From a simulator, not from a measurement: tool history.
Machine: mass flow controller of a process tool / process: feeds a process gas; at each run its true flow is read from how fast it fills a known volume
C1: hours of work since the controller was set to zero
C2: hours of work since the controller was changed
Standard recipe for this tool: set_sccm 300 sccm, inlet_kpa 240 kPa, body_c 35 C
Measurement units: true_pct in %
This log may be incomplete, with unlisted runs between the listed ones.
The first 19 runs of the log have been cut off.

Run 20, hour 3020.2: usual settings but set_sccm 668 sccm, inlet_kpa 182 kPa, body_c 32 C; C1 2719; C2 2719. Result: true_pct 101.77 %.
Run 21, hour 3122.8: usual settings but set_sccm 109 sccm; C1 2761; C2 2761. Result: true_pct 103.69 %.
Run 22, hour 3340.7: usual settings but set_sccm 428 sccm, inlet_kpa 273 kPa, body_c 22 C; C1 2850; C2 2850. Result: true_pct 101.10 %.
Run 23, hour 3458.9: usual settings but set_sccm 248 sccm, inlet_kpa 153 kPa, body_c 24 C; C1 2899; C2 2899. Result: true_pct 101.20 %.
Run 24, hour 3598.4: usual settings but set_sccm 248 sccm, inlet_kpa 153 kPa, body_c 24 C; C1 2956; C2 2956. Result: true_pct 101.20 %.
Run 25, hour 3688.3: usual settings but set_sccm 187 sccm, inlet_kpa 250 kPa, body_c 39 C; C1 2992; C2 2992. Result: true_pct 103.43 %.
Run 26, hour 3887.3: usual settings but set_sccm 187 sccm, inlet_kpa 250 kPa, body_c 21 C; C1 3074; C2 3074. Result: true_pct 101.59 %.
Run 27, hour 3995.3: usual settings but set_sccm 579 sccm, inlet_kpa 161 kPa; C1 3118; C2 3118. Result: true_pct 102.26 %.
Run 28, hour 4154.8: usual settings but set_sccm 579 sccm, inlet_kpa 179 kPa, body_c 31 C; C1 3183; C2 3183. Result: true_pct 101.94 %.
Run 29, hour 4336.2: usual settings but set_sccm 579 sccm, inlet_kpa 179 kPa, body_c 31 C; C1 3257; C2 3257. Result: true_pct 101.84 %.

What does the tool deliver on the next run?
Run 30, hour 4468.7: usual settings but inlet_kpa 157 kPa, body_c 24 C; C1 3312; C2 3312. Result: true_pct ?.

true_pct: 101.36 %
With no hidden state in the tool, this same run would have given true_pct 98.86 %.
